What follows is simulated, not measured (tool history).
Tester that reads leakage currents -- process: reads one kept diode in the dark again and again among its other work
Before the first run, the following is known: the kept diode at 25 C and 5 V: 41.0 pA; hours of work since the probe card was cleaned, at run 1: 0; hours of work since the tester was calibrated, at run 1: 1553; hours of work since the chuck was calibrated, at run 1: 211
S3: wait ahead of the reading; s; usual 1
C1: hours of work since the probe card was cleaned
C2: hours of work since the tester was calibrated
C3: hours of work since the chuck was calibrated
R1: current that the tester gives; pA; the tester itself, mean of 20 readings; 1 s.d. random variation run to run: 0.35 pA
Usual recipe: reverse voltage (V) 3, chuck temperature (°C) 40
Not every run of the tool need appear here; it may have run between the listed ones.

run 1 day=0 | reverse_voltage_(V)=3 chuck_temperature_(°C)=40 S3=1 | C1=0 C2=1553 C3=211 | R1=118.56
run 2 day=2.833 | reverse_voltage_(V)=2.14 chuck_temperature_(°C)=40 S3=1 | C1=28 C2=1581 C3=239 | R1=106.49
run 3 day=4.725 | reverse_voltage_(V)=3 chuck_temperature_(°C)=40 S3=1 | C1=47 C2=1600 C3=258 | R1=119.17
run 4 day=8.529 | reverse_voltage_(V)=3 chuck_temperature_(°C)=53 S3=1 | C1=84 C2=1637 C3=296 | R1=311.32
run 5 day=10.396 | reverse_voltage_(V)=3 chuck_temperature_(°C)=53 S3=1 | C1=103 C2=1656 C3=314 | R1=310.79
run 6 day=12.758 | reverse_voltage_(V)=3 chuck_temperature_(°C)=40 S3=1 | C1=126 C2=1679 C3=337 | R1=120.58
-- day=13.142 probe card cleaned and baked
run 7 day=15.55 | reverse_voltage_(V)=12.38 chuck_temperature_(°C)=20 S3=0.69 | C1=24 C2=1705 C3=364 | R1=43.29
run 8 day=18.258 | reverse_voltage_(V)=9.03 chuck_temperature_(°C)=24 S3=1.12 | C1=51 C2=1732 C3=390 | R1=50.67
run 9 day=21.854 | reverse_voltage_(V)=3.16 chuck_temperature_(°C)=40 S3=7.77 | C1=86 C2=1768 C3=426 | R1=123.31
run 10 day=25.404 | reverse_voltage_(V)=18.9 chuck_temperature_(°C)=29 S3=8.52 | C1=121 C2=1803 C3=461 | R1=95.69
run 11 day=27.467 | reverse_voltage_(V)=18.9 chuck_temperature_(°C)=29 S3=8.52 | C1=142 C2=1823 C3=482 | R1=96.63
run 12 day=30.079 | reverse_voltage_(V)=18.9 chuck_temperature_(°C)=21 S3=5.64 | C1=167 C2=1849 C3=507 | R1=50.89

Forecast each of these 3 alternatives for the next run:
run A day=32.221 | reverse_voltage_(V)=1.97 chuck_temperature_(°C)=25 S3=4.39 | C1=189 C2=1870 C3=528 | R1=?
run B day=32.221 | reverse_voltage_(V)=12.68 chuck_temperature_(°C)=27 S3=7.27 | C1=189 C2=1870 C3=528 | R1=?
run C day=32.221 | reverse_voltage_(V)=2.69 chuck_temperature_(°C)=45 S3=1 | C1=189 C2=1870 C3=528 | R1=?

run=A R1=32.51
run=B R1=72.6
run=C R1=174.15
With no hidden state in the tool, these same runs would have given:
run=A R1=30.24
run=B R1=66.9
run=C R1=163.95
